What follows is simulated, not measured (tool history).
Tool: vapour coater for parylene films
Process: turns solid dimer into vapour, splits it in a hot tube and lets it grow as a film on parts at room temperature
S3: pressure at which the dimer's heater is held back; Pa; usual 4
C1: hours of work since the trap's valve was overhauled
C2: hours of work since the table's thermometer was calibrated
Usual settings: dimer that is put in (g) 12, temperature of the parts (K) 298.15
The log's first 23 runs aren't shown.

run 24 hour=669.7 | dimer_that_is_put_in_(g)=12 temperature_of_the_parts_(K)=298.15 S3=4 | C1=143 C2=796 | thickness_of_the_film_(um)=7.66
run 25 hour=693.6 | dimer_that_is_put_in_(g)=12 temperature_of_the_parts_(K)=298.15 S3=4 | C1=155 C2=808 | thickness_of_the_film_(um)=7.76
run 26 hour=711.5 | dimer_that_is_put_in_(g)=12 temperature_of_the_parts_(K)=298.15 S3=4 | C1=164 C2=816 | thickness_of_the_film_(um)=7.63
run 27 hour=745.9 | dimer_that_is_put_in_(g)=12 temperature_of_the_parts_(K)=298.15 S3=4 | C1=181 C2=833 | thickness_of_the_film_(um)=7.76
run 28 hour=781.4 | dimer_that_is_put_in_(g)=13 temperature_of_the_parts_(K)=294.15 S3=9.18 | C1=198 C2=851 | thickness_of_the_film_(um)=7.89
run 29 hour=819.2 | dimer_that_is_put_in_(g)=12 temperature_of_the_parts_(K)=294.15 S3=4 | C1=216 C2=869 | thickness_of_the_film_(um)=8.23
run 30 hour=842.1 | dimer_that_is_put_in_(g)=13 temperature_of_the_parts_(K)=303.15 S3=2.75 | C1=227 C2=880 | thickness_of_the_film_(um)=8.09
run 31 hour=868.6 | dimer_that_is_put_in_(g)=12 temperature_of_the_parts_(K)=297.15 S3=3.22 | C1=240 C2=893 | thickness_of_the_film_(um)=8.09
run 32 hour=906 | dimer_that_is_put_in_(g)=12 temperature_of_the_parts_(K)=294.15 S3=4 | C1=259 C2=911 | thickness_of_the_film_(um)=8.39
run 33 hour=935.9 | dimer_that_is_put_in_(g)=7 temperature_of_the_parts_(K)=298.15 S3=9.84 | C1=273 C2=926 | thickness_of_the_film_(um)=4.03

The next listed run, before its measurement:
run 34 hour=968.8 | dimer_that_is_put_in_(g)=7 temperature_of_the_parts_(K)=292.15 S3=10.84 | C1=289 C2=942 | thickness_of_the_film_(um)=?

{"run 34": {"thickness of the film (um)": 4.43}}
Without the tool's hidden state the same run would have given thickness of the film (um) 4.43.
